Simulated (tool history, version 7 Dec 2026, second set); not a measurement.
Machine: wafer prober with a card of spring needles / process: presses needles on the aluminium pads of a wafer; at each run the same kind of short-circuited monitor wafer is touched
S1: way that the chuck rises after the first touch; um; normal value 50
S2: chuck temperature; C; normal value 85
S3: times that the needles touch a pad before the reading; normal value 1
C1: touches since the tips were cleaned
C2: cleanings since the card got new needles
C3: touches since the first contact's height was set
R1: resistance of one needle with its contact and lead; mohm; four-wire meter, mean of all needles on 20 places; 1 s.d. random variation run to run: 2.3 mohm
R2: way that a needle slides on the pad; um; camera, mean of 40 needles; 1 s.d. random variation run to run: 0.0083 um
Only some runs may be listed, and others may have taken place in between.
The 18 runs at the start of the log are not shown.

run,hour,S1,S2,S3,C1,C2,C3,R1,R2
# hour 537.5: height of the first contact set anew
# hour 541.5: tips cleaned on abrasive film
19,545.6,57,41,1,1130,61,2221,305,10.622
# hour 567.0: tips cleaned on abrasive film
20,575.5,44,41,3,2357,62,10472,292,8.188
# hour 592.8: tips cleaned on abrasive film
21,608.2,67,68,2,4271,63,19499,291,12.469
# hour 619.9: tips cleaned on abrasive film
22,629.7,49,34,2,2713,64,25424,308,9.092
# hour 645.7: tips cleaned on abrasive film
23,649.4,52,26,1,1040,65,30861,300,9.657
# hour 670.7: tips cleaned on abrasive film
24,678.1,50,85,2,2049,66,38760,309,9.278
# hour 697.1: tips cleaned on abrasive film
25,699.4,31,85,1,622,67,44640,370,5.728
# hour 723.6: tips cleaned on abrasive film
26,724.1,68,85,1,125,68,51456,270,12.613
# hour 748.5: tips cleaned on abrasive film
27,749.3,68,85,1,218,69,58413,270,12.595
# hour 766.5: height of the first contact set anew
# hour 775.1: tips cleaned on abrasive film
28,783.0,50,85,2,2202,70,4560,312,9.321
# hour 801.3: tips cleaned on abrasive film
29,822.5,50,85,2,5861,71,15453,325,9.301
# hour 828.6: tips cleaned on abrasive film
30,840.4,50,85,2,3274,72,20403,319,9.282
# hour 854.5: tips cleaned on abrasive film
31,869.4,50,85,2,4129,73,28397,324,9.276
# hour 881.8: tips cleaned on abrasive film
32,902.7,39,76,1,5773,74,37585,427,7.224

Each row is a separate what-if for the run after 32, all from the same tool condition, not one after another. Results?
# hour 908.4: tips cleaned on abrasive film
A,926.4,61,48,1,4995,75,44126,?,?
# hour 908.4: tips cleaned on abrasive film
B,926.4,55,76,1,4995,75,44126,?,?
# hour 908.4: tips cleaned on abrasive film
C,926.4,53,85,3,4995,75,44126,?,?
# hour 908.4: tips cleaned on abrasive film
D,926.4,52,53,1,4995,75,44126,?,?

run,R1,R2
A,327,11.316
B,352,10.195
C,292,9.837
D,358,9.626
The same runs, with their run-to-run variation unchanged, on a tool lacking any hidden condition would have given:
run,R1,R2
A,246,11.369
B,258,10.248
C,257,9.890
D,252,9.679
